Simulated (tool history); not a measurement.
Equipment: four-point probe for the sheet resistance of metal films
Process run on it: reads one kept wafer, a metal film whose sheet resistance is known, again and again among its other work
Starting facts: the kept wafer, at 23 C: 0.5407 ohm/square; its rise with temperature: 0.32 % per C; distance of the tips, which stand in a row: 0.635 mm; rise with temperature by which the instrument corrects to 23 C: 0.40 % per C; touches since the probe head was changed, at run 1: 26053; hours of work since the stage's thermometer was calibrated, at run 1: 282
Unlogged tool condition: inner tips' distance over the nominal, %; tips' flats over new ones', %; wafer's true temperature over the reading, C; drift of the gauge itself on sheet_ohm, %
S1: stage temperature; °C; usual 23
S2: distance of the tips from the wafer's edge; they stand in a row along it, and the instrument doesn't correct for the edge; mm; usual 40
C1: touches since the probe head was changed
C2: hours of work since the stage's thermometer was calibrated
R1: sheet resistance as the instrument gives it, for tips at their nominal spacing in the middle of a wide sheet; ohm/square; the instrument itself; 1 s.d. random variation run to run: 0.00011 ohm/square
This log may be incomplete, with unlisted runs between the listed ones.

run     day  S1  S2     C1   C2        R1
  1       0  23  40  26053  282  0.540952
  2   0.842  23  40  26928  296  0.540559
  3    1.85  23  40  27970  313  0.540947
  4   3.058  23  40  29223  333  0.540755
  5   4.225  23  40  30432  353  0.540816
  6   5.121  23  14  31365  368  0.541319
  7   5.892  21  14  32163  381  0.542214
  8   6.567  23  25  32864  392  0.540936
  9   7.196  23  25  33516  402  0.540892
 10    8.05  25  40  34401  416  0.539973
 11   8.996  20  40  35381  432  0.542135
 12   9.683  23  40  36095  444  0.540494
 13    10.2  23  40  36629  452  0.540856
 14  11.212  23  40  37681  469  0.540773
 15  12.004  21  40  38503  482  0.541772
 16  12.688  23  30  39207  494  0.540852
 17  13.629  23  30  40184  509  0.540839
 18  14.762  23   4  41362  528  0.547811
 19  15.312  23  11  41932  537  0.541793
 20  16.442  22   4  43104  556  0.548435
 21      17  20  35  43682  566  0.542136
 22  17.525  23  23  44226  574  0.540964
 23  18.721  22   3  45464  594   0.55392
 24  19.579  27   6  46357  609  0.542314
 25  20.442  20   8  47249  623   0.54387
 26  21.217  30  14  48051  636  0.538553
 27  22.104  30  14  48976  651  0.538384
 28  22.958  30  14  49860  665  0.538455
 29  23.796  26  31  50727  679  0.539518
 30  24.696  26  31  51660  694  0.539649
 31  25.421  34   4  52412  706  0.543773

Predict each of these 4 candidate next runs independently; none follows another, all start after run 31:
  A  25.988  31  13  53000  715   ?
  B  25.988  22  36  53000  715   ?
  C  25.988  34   9  53000  715   ?
  D  25.988  28  40  53000  715   ?

run        R1
  A  0.538343
  B  0.541363
  C  0.537869
  D  0.538883
Without the tool's unlogged condition, the same runs would have read:
run        R1
  A  0.538332
  B  0.541352
  C  0.537858
  D  0.538872

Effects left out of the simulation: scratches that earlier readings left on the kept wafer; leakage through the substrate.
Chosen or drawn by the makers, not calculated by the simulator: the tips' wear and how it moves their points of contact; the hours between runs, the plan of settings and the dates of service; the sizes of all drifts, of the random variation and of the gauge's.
